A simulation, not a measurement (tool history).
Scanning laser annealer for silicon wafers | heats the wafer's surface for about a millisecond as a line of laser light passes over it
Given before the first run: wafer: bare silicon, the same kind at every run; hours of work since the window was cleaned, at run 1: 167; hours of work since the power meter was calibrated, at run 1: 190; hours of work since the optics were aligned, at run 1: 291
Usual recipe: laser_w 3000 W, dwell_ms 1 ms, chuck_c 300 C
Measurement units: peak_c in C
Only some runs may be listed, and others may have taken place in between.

run,day,laser_w,dwell_ms,chuck_c,hours of work since the window was cleaned,hours of work since the power meter was calibrated,hours of work since the optics were aligned,peak_c
1,0,3000,1,300,167,190,291,1070
2,0.458,3000,1,300,175,198,299,1067
3,0.862,3000,1,300,182,205,307,1067
4,1.154,3000,1,300,188,210,312,1068
5,1.688,3000,1,294,197,220,321,1059
6,2.217,3000,0.76,300,206,229,331,966
7,2.533,3000,0.76,300,212,235,336,965
8,2.858,3000,0.76,300,218,241,342,966
9,3.325,3000,0.76,300,226,249,350,966
10,3.892,3000,0.76,300,236,259,360,966
11,4.162,3000,0.82,300,241,264,365,992
12,4.696,3000,0.82,300,250,273,374,996
13,5.108,3000,0.82,300,258,280,382,991
14,5.388,2846,1.04,295,263,285,387,1030
15,5.671,3000,1,263,268,290,392,1031
16,6.338,2687,0.82,322,279,302,403,927
17,6.733,2687,0.82,322,286,309,410,925
18,7.221,2687,0.82,322,295,318,419,927
19,7.529,2812,0.79,261,300,323,425,887
20,8,2812,0.79,261,309,332,433,886
21,8.458,2812,0.79,332,317,340,441,957
22,8.892,2714,1.15,333,325,347,449,1062
23,9.362,2714,1.15,333,333,356,457,1062
24,9.975,3013,0.9,336,344,367,468,1067

Below are 3 alternative next runs, each starting from the tool's condition after run 24. Predict each:
A,10.317,2763,0.78,332,350,373,474,?
B,10.317,2907,0.9,336,350,373,474,?
C,10.317,3013,0.87,336,350,373,474,?

run,peak_c
A,944
B,1036
C,1053
The same runs, with their run-to-run variation unchanged, on a tool lacking any hidden condition would have given:
run,peak_c
A,944
B,1037
C,1053
